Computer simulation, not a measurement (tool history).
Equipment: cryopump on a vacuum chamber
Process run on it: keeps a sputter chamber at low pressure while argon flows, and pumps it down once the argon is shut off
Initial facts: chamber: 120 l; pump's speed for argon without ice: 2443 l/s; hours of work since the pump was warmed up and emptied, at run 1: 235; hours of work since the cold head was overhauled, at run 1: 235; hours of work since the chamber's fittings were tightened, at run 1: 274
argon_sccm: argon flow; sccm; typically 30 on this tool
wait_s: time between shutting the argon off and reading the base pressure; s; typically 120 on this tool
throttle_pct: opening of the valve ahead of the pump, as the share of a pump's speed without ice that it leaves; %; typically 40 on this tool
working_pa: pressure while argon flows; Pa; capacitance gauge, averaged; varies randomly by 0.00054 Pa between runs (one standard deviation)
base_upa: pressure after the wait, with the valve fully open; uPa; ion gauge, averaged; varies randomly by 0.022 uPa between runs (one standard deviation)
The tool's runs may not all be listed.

run    day  argon_sccm  wait_s  throttle_pct  hours of work since the pump was warmed up and emptied  hours of work since the cold head was overhauled  hours of work since the chamber's fittings were tightened  working_pa  base_upa
  1      0          30     120            40                                                     235                                               235                                                        274      0.0532      0.62
  2  0.375          30     120            54                                                     239                                               239                                                        278      0.0394      0.66
  3   0.85          30     120            39                                                     245                                               245                                                        283      0.0553      0.66
  4  1.225          30     120            39                                                     249                                               249                                                        288      0.0552      0.66
  5  1.804          30     120            39                                                     256                                               256                                                        294      0.0543      0.68
  6  2.267          30     120            39                                                     261                                               261                                                        300      0.0538      0.65
  7  2.542          30      48            39                                                     264                                               264                                                        303      0.0556      1.41
  8  3.196          58      52            40                                                     272                                               272                                                        310      0.1041      1.24
  9  3.471          58     189            40                                                     275                                               275                                                        314      0.1032      0.46
 10  3.929          29     189            26                                                     280                                               280                                                        319      0.0785      0.47
 11  4.583          49      79            53                                                     288                                               288                                                        326      0.0681      0.91
 12  4.925          16      45            47                                                     292                                               292                                                        330      0.0256      1.42
 13  5.492          41     225            20                                                     298                                               298                                                        337      0.1439      0.41

Predict each of these 4 candidate next runs independently; none follows another, all start after run 13:
  A  5.967          49      21            46                                                     304                                               304                                                        342           ?         ?
  B  5.967          41      67            23                                                     304                                               304                                                        342           ?         ?
  C  5.967          16     120            40                                                     304                                               304                                                        342           ?         ?
  D  5.967          41      97            20                                                     304                                               304                                                        342           ?         ?

run  working_pa  base_upa
  A      0.0771      3.01
  B      0.1266      1.05
  C      0.0283      0.68
  D      0.1452      0.81
Without the tool's hidden state the same runs would have given:
run  working_pa  base_upa
  A       0.074      2.96
  B       0.124         1
  C      0.0273      0.63
  D      0.1426      0.76

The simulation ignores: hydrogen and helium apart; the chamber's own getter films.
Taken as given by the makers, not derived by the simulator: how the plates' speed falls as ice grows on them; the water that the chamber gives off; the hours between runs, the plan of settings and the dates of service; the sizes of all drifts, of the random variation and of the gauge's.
